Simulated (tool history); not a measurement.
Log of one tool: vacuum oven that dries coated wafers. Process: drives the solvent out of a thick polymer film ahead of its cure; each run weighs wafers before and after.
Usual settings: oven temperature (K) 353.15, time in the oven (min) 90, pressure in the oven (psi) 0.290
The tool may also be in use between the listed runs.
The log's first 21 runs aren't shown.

{"run": 22, "hour": 1387.9, "oven temperature (K)": 358.15, "time in the oven (min)": 90, "pressure in the oven (psi)": 0.29, "solvent left in the film (%)": 3.54}
{"hour": 1452.7, "done": "vacuum gauge cleaned of residue and calibrated"}
{"run": 23, "hour": 1469.9, "oven temperature (K)": 358.15, "time in the oven (min)": 90, "pressure in the oven (psi)": 0.29, "solvent left in the film (%)": 3.55}
{"run": 24, "hour": 1530.4, "oven temperature (K)": 358.15, "time in the oven (min)": 90, "pressure in the oven (psi)": 0.29, "solvent left in the film (%)": 3.52}
{"run": 25, "hour": 1609.9, "oven temperature (K)": 366.15, "time in the oven (min)": 90, "pressure in the oven (psi)": 0.876, "solvent left in the film (%)": 5.17}
{"run": 26, "hour": 1682.1, "oven temperature (K)": 366.15, "time in the oven (min)": 110, "pressure in the oven (psi)": 0.876, "solvent left in the film (%)": 5.03}
{"run": 27, "hour": 1732.9, "oven temperature (K)": 366.15, "time in the oven (min)": 110, "pressure in the oven (psi)": 0.876, "solvent left in the film (%)": 5.02}
{"run": 28, "hour": 1800.1, "oven temperature (K)": 344.15, "time in the oven (min)": 110, "pressure in the oven (psi)": 0.283, "solvent left in the film (%)": 7.81}
{"run": 29, "hour": 1843.9, "oven temperature (K)": 344.15, "time in the oven (min)": 110, "pressure in the oven (psi)": 0.283, "solvent left in the film (%)": 7.84}
{"run": 30, "hour": 1919.0, "oven temperature (K)": 352.15, "time in the oven (min)": 72, "pressure in the oven (psi)": 0.283, "solvent left in the film (%)": 6.71}
{"run": 31, "hour": 2014.3, "oven temperature (K)": 338.15, "time in the oven (min)": 141, "pressure in the oven (psi)": 0.737, "solvent left in the film (%)": 15.49}
{"run": 32, "hour": 2068.0, "oven temperature (K)": 339.15, "time in the oven (min)": 128, "pressure in the oven (psi)": 0.29, "solvent left in the film (%)": 9.53}
{"run": 33, "hour": 2134.1, "oven temperature (K)": 342.15, "time in the oven (min)": 90, "pressure in the oven (psi)": 0.703, "solvent left in the film (%)": 14.38}
{"run": 34, "hour": 2214.7, "oven temperature (K)": 350.15, "time in the oven (min)": 101, "pressure in the oven (psi)": 0.284, "solvent left in the film (%)": 5.65}
{"run": 35, "hour": 2304.7, "oven temperature (K)": 341.15, "time in the oven (min)": 51, "pressure in the oven (psi)": 0.29, "solvent left in the film (%)": 13.79}

The next listed run, before its measurement:
{"run": 36, "hour": 2373.4, "oven temperature (K)": 360.15, "time in the oven (min)": 64, "pressure in the oven (psi)": 0.29, "solvent left in the film (%)": "?"}

Run 36 gave solvent left in the film (%) 4.33.
Without the tool's hidden state the same run would have given solvent left in the film (%) 4.33.
